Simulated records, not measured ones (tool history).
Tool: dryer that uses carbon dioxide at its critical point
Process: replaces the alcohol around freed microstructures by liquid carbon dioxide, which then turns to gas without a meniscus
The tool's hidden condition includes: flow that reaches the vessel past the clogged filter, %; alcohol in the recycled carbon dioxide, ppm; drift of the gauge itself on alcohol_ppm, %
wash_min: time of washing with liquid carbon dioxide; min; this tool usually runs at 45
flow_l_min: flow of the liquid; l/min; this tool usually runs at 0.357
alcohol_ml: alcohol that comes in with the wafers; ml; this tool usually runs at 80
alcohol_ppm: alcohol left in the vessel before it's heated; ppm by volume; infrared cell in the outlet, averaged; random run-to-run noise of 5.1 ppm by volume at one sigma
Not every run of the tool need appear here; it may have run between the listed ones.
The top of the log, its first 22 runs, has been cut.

| run | hour | wash_min | flow_l_min | alcohol_ml | hours of work since the filter was changed | hours of work since the purifier's bed was changed | alcohol_ppm |
|---|---|---|---|---|---|---|---|
| 23 | 674.3 | 41 | 0.260 | 112 | 21 | 221 | 832 |
| 24 | 708.1 | 41 | 0.260 | 112 | 45 | 245 | 876 |
| 25 | 749.9 | 49 | 0.357 | 80 | 74 | 274 | 101 |
| 26 | 788.8 | 56 | 0.357 | 80 | 101 | 301 | 68 |
| 27 | 825.2 | 53 | 0.237 | 42 | 127 | 327 | 205 |
| 28 | 867.5 | 53 | 0.237 | 42 | 156 | 356 | 219 |
| 29 | 893.4 | 34 | 0.584 | 42 | 174 | 374 | 79 |
| 30 | 920.4 | 34 | 0.405 | 43 | 193 | 393 | 200 |
| 31 | 952.8 | 71 | 0.261 | 83 | 216 | 416 | 97 |
| 32 | 986.3 | 71 | 0.261 | 83 | 239 | 439 | 109 |

Run 33, settings as shown, results not yet in. Your forecast:
| 33 | 1006.1 | 71 | 0.261 | 83 | 253 | 453 | ? |

alcohol_ppm: 110 ppm by volume
Were there no unlogged condition in the tool, this run, its random variation unchanged, would have produced alcohol_ppm 27 ppm by volume.
